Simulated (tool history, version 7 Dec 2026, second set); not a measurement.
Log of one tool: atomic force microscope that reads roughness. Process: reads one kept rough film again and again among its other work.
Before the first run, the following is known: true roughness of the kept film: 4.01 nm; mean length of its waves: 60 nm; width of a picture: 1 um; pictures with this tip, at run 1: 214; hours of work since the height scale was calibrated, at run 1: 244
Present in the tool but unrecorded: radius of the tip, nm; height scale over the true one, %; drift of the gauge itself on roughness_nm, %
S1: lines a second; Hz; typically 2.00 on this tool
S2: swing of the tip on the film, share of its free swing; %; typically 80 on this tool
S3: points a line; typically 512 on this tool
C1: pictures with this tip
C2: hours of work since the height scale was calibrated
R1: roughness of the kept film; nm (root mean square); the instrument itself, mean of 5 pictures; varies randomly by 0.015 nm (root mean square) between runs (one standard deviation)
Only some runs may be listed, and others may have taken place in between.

run	hour	S1	S2	S3	C1	C2	R1
1	0.0	2.00	80	512	214	244	3.464
2	7.6	2.00	80	512	225	248	3.459
3	15.0	2.00	80	512	237	252	3.459
4	26.3	2.00	70	512	254	259	3.571
# hour 34.7: new tip fitted
5	38.7	2.00	80	432	6	266	3.583
6	49.9	2.00	80	512	23	272	3.587
7	56.6	2.00	80	512	33	276	3.560
8	65.6	2.00	80	512	46	281	3.567
9	73.6	2.00	80	512	58	285	3.581
10	85.1	2.00	59	512	75	292	3.760
11	96.5	2.00	80	512	92	298	3.548
12	104.8	2.00	80	415	105	303	3.535
13	112.0	2.00	80	415	116	307	3.536
14	122.2	2.00	80	423	131	313	3.492
15	133.6	2.00	80	423	148	320	3.508
16	143.5	0.58	80	423	163	325	3.729
17	152.8	0.58	80	423	177	330	3.710
18	164.1	1.30	80	512	193	337	3.605
19	169.2	1.30	80	512	201	340	3.622
20	178.4	1.30	80	512	215	345	3.541
21	183.7	1.30	80	512	223	348	3.550
22	193.1	1.30	80	512	237	353	3.565

Run 23, settings as shown, results not yet in. Your forecast:
23	203.4	2.00	80	489	252	359	?

{"run 23": {"R1": 3.449}}
With no hidden state in the tool, this same run would have given R1 3.592 nm (root mean square).
